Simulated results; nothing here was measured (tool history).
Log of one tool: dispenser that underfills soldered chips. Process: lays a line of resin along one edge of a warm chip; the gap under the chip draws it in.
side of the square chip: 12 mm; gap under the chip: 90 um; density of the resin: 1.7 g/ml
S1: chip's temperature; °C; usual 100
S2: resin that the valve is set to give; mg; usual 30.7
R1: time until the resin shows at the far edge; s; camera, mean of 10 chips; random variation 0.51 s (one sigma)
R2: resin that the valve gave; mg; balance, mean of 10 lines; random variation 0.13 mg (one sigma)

| run | hour | S1 | S2 | R1 | R2 |
|---|---|---|---|---|---|
| 1 | 0 | 100 | 30.7 | 48.1 | 30.7 |
| 2 | 3.2 | 100 | 30.7 | 54.6 | 30.28 |
|  | 4.7 | new syringe of resin |
| 3 | 8.3 | 110 | 30.7 | 36 | 30.36 |
| 4 | 10.7 | 110 | 30.7 | 41.1 | 30.51 |
|  | 11.9 | new syringe of resin |
| 5 | 14.3 | 110 | 30.7 | 35.6 | 30.25 |
| 6 | 16.6 | 110 | 30.7 | 38.8 | 30.38 |
|  | 19.2 | new syringe of resin |
| 7 | 21 | 110 | 30.7 | 33.6 | 30.39 |
| 8 | 25 | 110 | 30.7 | 39.1 | 30.45 |
|  | 26.3 | new syringe of resin |
| 9 | 29.1 | 110 | 30.7 | 34.5 | 30.42 |
| 10 | 32 | 100 | 30.7 | 55.4 | 30.48 |
|  | 33.4 | new syringe of resin |
| 11 | 34.5 | 103 | 30.7 | 40.1 | 30.23 |
| 12 | 38.2 | 103 | 31.2 | 48.4 | 30.77 |
|  | 40.5 | new syringe of resin |
| 13 | 42.7 | 100 | 30.7 | 47 | 29.93 |
| 14 | 46.5 | 100 | 30.7 | 57 | 30.29 |
|  | 47.5 | new syringe of resin |
| 15 | 50.1 | 100 | 30.7 | 47.7 | 29.66 |
| 16 | 53.2 | 100 | 30.7 | 55.2 | 29.76 |
|  | 54.5 | new syringe of resin |
| 17 | 57 | 100 | 30.7 | 47.6 | 30.08 |
| 18 | 59.4 | 100 | 30.7 | 55.1 | 29.87 |
|  | 61.6 | new syringe of resin |
| 19 | 62.8 | 110 | 28 | 34.2 | 27.2 |
|  | 65.5 | dispensing valve cleaned and set on the balance |
| 20 | 68.3 | 103 | 33.9 | 50.2 | 33.69 |
|  | 69.8 | new syringe of resin |
| 21 | 72.3 | 92 | 37.5 | 59 | 37.43 |
| 22 | 74.6 | 92 | 37.5 | 65.3 | 37.12 |
|  | 76.9 | new syringe of resin |
| 23 | 78.9 | 98 | 37.2 | 47.8 | 37.26 |
|  | 83.8 | new syringe of resin |
| 24 | 84.2 | 94 | 27.3 | 55.1 | 27.17 |
| 25 | 86.7 | 101 | 28.5 | 47.5 | 28.35 |
| 26 | 90.3 | 101 | 28.5 | 57.2 | 28.24 |
|  | 90.9 | new syringe of resin |
| 27 | 92.9 | 106 | 32.1 | 38.8 | 31.85 |
| 28 | 96.1 | 104 | 30.8 | 46.8 | 30.54 |
|  | 98.2 | new syringe of resin |
| 29 | 100.3 | 88 | 28 | 69.8 | 27.9 |
| 30 | 102.8 | 88 | 32.9 | 77.5 | 32.88 |
|  | 105.6 | new syringe of resin |
| 31 | 107.9 | 107 | 28.3 | 38.5 | 27.91 |
| 32 | 112.2 | 86 | 26.2 | 97.3 | 25.87 |
|  | 112.9 | new syringe of resin |
| 33 | 115 | 100 | 39.1 | 45.6 | 38.53 |
| 34 | 119.4 | 88 | 39.1 | 83.1 | 38.33 |
|  | 120 | new syringe of resin |
| 35 | 123.9 | 90 | 35 | 69 | 34.44 |
|  | 127.2 | new syringe of resin |
| 36 | 127.3 | 90 | 35 | 56.8 | 34.5 |

Measured less the same run without the tool's hidden state. The same run-to-run variation is in both; the gauge's scatter may not be:
The hidden state here: resin's viscosity, % of fresh resin's; dose that the valve gives, % of what is set; true chip temperature over the reading, C; drift of the gauge itself on fill_s, %; drift of the gauge itself on given_mg, %.
| run | R1 | R2 |
|---|---|---|
| 1 | +6.1 | -0.18 |
| 2 | +13.7 | -0.21 |
| 3 | +6.4 | -0.27 |
| 4 | +11 | -0.29 |
| 5 | +4.9 | -0.32 |
| 6 | +8.9 | -0.35 |
| 7 | +3.1 | -0.39 |
| 8 | +9.8 | -0.44 |
| 9 | +5.2 | -0.47 |
| 10 | +14.4 | -0.51 |
| 11 | +3.3 | -0.53 |
| 12 | +11 | -0.57 |
| 13 | +6.5 | -0.61 |
| 14 | +16 | -0.66 |
| 15 | +6.8 | -0.68 |
| 16 | +14.5 | -0.72 |
| 17 | +7.1 | -0.76 |
| 18 | +13.4 | -0.77 |
| 19 | +3.6 | -0.74 |
| 20 | +13.6 | +0.02 |
| 21 | +8.2 | -0.02 |
| 22 | +14.9 | -0.05 |
| 23 | +4.6 | -0.1 |
| 24 | +2.9 | -0.12 |
| 25 | +7.7 | -0.15 |
| 26 | +16.7 | -0.19 |
| 27 | +4.7 | -0.23 |
| 28 | +11.7 | -0.26 |
| 29 | +9.3 | -0.27 |
| 30 | +17.7 | -0.35 |
| 31 | +5 | -0.34 |
| 32 | +28.7 | -0.35 |
| 33 | +6.3 | -0.56 |
| 34 | +25.1 | -0.61 |
| 35 | +14.4 | -0.61 |
| 36 | +2 | -0.65 |
